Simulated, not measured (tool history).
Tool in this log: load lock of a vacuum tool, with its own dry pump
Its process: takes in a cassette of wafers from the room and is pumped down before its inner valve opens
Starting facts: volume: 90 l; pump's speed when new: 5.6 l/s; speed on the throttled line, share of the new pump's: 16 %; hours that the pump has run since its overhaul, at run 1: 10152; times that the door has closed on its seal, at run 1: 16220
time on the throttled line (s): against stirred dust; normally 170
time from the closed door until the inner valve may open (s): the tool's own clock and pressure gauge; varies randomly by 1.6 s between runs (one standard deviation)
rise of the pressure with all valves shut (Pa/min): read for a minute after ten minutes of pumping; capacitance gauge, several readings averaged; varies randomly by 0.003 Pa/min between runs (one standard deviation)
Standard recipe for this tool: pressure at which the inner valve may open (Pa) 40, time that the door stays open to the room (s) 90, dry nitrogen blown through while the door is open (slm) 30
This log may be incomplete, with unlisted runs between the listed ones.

run	hour	time on the throttled line (s)	pressure at which the inner valve may open (Pa)	time that the door stays open to the room (s)	dry nitrogen blown through while the door is open (slm)	hours that the pump has run since its overhaul	times that the door has closed on its seal	incoming humidity of the room's air, %	time from the closed door until the inner valve may open (s)	rise of the pressure with all valves shut (Pa/min)
1	0.0	170	40	90	30	10152	16220	43.9	274.7	0.285
2	131.6	86	40	90	30	10283	16598	44.4	206.2	0.293
3	237.2	86	40	90	30	10389	16901	45.6	208.9	0.300
4	382.4	86	40	90	30	10534	17319	46.0	207.9	0.311
5	546.8	278	40	90	30	10699	17791	43.0	367.2	0.329
6	663.6	278	40	90	30	10815	18126	44.6	367.5	0.330
7	833.4	170	43	90	30	10985	18614	46.0	271.6	0.342
8	939.0	170	43	90	30	11091	18918	43.6	274.2	0.356
9	1109.7	170	40	90	30	11262	19408	46.9	278.6	0.365
10	1264.1	170	40	90	30	11416	19851	46.7	277.8	0.381
11	1429.4	170	40	90	30	11581	20326	46.8	275.9	0.390
12	1517.7	170	34	90	30	11670	20580	45.4	282.6	0.401
13	1654.8	170	40	90	30	11807	20974	39.3	273.6	0.404
14	1759.2	170	50	90	30	11911	21274	44.7	274.0	0.415
15	1850.2	170	50	90	30	12002	21535	43.9	275.4	0.429
16	1933.7	170	40	90	30	12086	21775	44.4	277.1	0.444
17	2010.9	170	40	90	30	12163	21997	40.8	276.9	0.447
18	2159.2	170	40	90	30	12311	22423	42.8	275.4	0.468
19	2232.4	170	40	90	12	12384	22633	42.8	278.2	0.471
20	2349.2	170	40	55	14	12501	22969	46.1	283.3	0.485
21	2436.6	303	78	55	19	12588	23220	45.4	376.2	0.486
22	2513.0	303	78	55	19	12665	23440	43.6	375.4	0.491
23	2626.5	170	40	90	20	12778	23766	43.3	275.8	0.495
24	2714.8	267	40	189	5	12867	24019	46.1	356.6	0.514
25	2851.8	121	42	46	6	13004	24413	42.3	237.2	0.523

Expected results for the next run?
26	2973.6	112	54	90	16	13125	24763	46.3	?	?

{"run 26": {"time from the closed door until the inner valve may open (s)": 225.8, "rise of the pressure with all valves shut (Pa/min)": 0.542}}
Minus the tool's unlogged condition, the same run would have read time from the closed door until the inner valve may open (s) 214.9, rise of the pressure with all valves shut (Pa/min) 0.015.
